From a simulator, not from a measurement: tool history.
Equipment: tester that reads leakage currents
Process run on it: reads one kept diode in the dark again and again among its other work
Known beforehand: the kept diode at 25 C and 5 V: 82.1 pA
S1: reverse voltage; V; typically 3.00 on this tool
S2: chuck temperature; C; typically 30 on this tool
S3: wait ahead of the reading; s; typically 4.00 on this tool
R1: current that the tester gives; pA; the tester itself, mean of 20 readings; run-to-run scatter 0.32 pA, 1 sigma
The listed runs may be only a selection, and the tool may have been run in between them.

run 1 day=0.000 | S1=3.00 S2=30 S3=4.00 | R1=103.97
run 2 day=3.525 | S1=3.00 S2=30 S3=7.07 | R1=104.30
run 3 day=6.408 | S1=3.00 S2=30 S3=7.07 | R1=103.89
run 4 day=9.638 | S1=3.00 S2=30 S3=7.07 | R1=104.02
run 5 day=11.800 | S1=3.00 S2=30 S3=7.07 | R1=104.55
run 6 day=14.358 | S1=3.00 S2=30 S3=1.11 | R1=103.77
run 7 day=18.175 | S1=4.39 S2=30 S3=4.00 | R1=117.55
run 8 day=20.917 | S1=3.00 S2=41 S3=1.52 | R1=241.26
run 9 day=24.029 | S1=5.62 S2=26 S3=2.28 | R1=93.78
run 10 day=26.862 | S1=5.62 S2=26 S3=2.60 | R1=92.83
run 11 day=31.188 | S1=3.00 S2=42 S3=0.43 | R1=262.54
run 12 day=34.967 | S1=3.00 S2=42 S3=0.43 | R1=261.05

Each row is a separate what-if for the run after 12, all from the same tool condition, not one after another. Results?
run A day=37.575 | S1=1.23 S2=47 S3=5.54 | R1=?
run B day=37.575 | S1=8.13 S2=51 S3=0.60 | R1=?
run C day=37.575 | S1=6.82 S2=42 S3=0.63 | R1=?

run=A R1=277.52
run=B R1=695.22
run=C R1=345.58
Without the tool's hidden state the same runs would have given:
run=A R1=277.82
run=B R1=695.82
run=C R1=345.84

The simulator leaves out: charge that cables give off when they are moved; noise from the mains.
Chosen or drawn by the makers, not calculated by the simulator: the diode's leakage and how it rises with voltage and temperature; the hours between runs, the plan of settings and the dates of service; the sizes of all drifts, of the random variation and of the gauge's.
